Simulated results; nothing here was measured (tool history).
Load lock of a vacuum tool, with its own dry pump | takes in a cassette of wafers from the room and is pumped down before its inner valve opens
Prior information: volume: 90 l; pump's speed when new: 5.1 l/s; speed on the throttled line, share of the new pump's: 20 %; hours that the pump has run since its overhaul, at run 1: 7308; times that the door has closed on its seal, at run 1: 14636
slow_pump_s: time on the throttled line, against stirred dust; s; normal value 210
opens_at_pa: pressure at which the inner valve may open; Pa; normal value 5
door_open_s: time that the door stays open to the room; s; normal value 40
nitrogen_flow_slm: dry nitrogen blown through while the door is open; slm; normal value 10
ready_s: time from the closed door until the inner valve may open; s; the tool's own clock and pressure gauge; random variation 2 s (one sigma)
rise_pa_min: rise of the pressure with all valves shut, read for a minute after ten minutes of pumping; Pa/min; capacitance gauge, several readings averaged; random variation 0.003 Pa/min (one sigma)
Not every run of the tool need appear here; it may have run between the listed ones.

run	hour	slow_pump_s	opens_at_pa	door_open_s	nitrogen_flow_slm	hours that the pump has run since its overhaul	times that the door has closed on its seal	incoming humidity of the room's air, %	ready_s	rise_pa_min
1	0.0	210	5	40	10	7308	14636	46.2	357.2	0.161
2	601.7	210	5	40	10	7910	15841	43.5	357.1	0.186
3	1035.5	210	5	40	10	8344	16710	46.0	357.0	0.194
4	1639.3	210	5	40	10	8948	17919	46.0	357.5	0.220
5	2111.0	210	5	90	10	9419	18863	44.9	355.4	0.241
6	2520.1	210	5	90	10	9829	19683	42.4	353.8	0.261
7	2815.8	210	5	90	10	10124	20275	44.7	355.7	0.263
8	3124.6	210	5	58	10	10433	20893	44.7	355.5	0.261
9	3727.5	210	5	58	10	11036	22101	44.5	355.2	0.288
10	4081.8	210	5	58	10	11390	22810	50.6	359.7	0.301
11	4456.4	227	5	40	10	11765	23560	42.2	374.3	0.308
12	4832.8	265	5	40	10	12141	24314	43.1	401.2	0.326
13	5159.0	265	5	40	10	12467	24967	44.7	408.3	0.335
14	5491.2	265	5	40	10	12800	25633	44.9	404.5	0.352
15	5940.8	129	5	40	10	13249	26533	44.4	296.0	0.377
16	6508.9	129	5	40	10	13817	27671	44.8	300.9	0.378
17	6879.9	129	5	40	10	14188	28414	47.8	303.4	0.408
18	7235.0	127	5	40	10	14543	29125	41.4	301.4	0.423
19	7491.6	247	5	33	10	14800	29639	47.5	392.8	0.437
20	8043.5	247	6	214	10	15352	30744	46.9	391.4	0.492
21	8568.4	287	5	40	10	15877	31795	43.6	424.0	0.488
22	9039.1	287	5	174	10	16348	32738	47.7	424.8	0.530
23	9335.7	207	5	40	5	16644	33332	45.2	368.6	0.547

Run 24 has not been measured yet. What should we expect?
24	9774.5	207	6	40	17	17083	34210	46.3	?	?

{"run 24": {"ready_s": 362.3, "rise_pa_min": 0.545}}
With the hidden condition absent and the run-to-run variation left alone, this run would have shown ready_s 341.9 s, rise_pa_min 0.026 Pa/min.
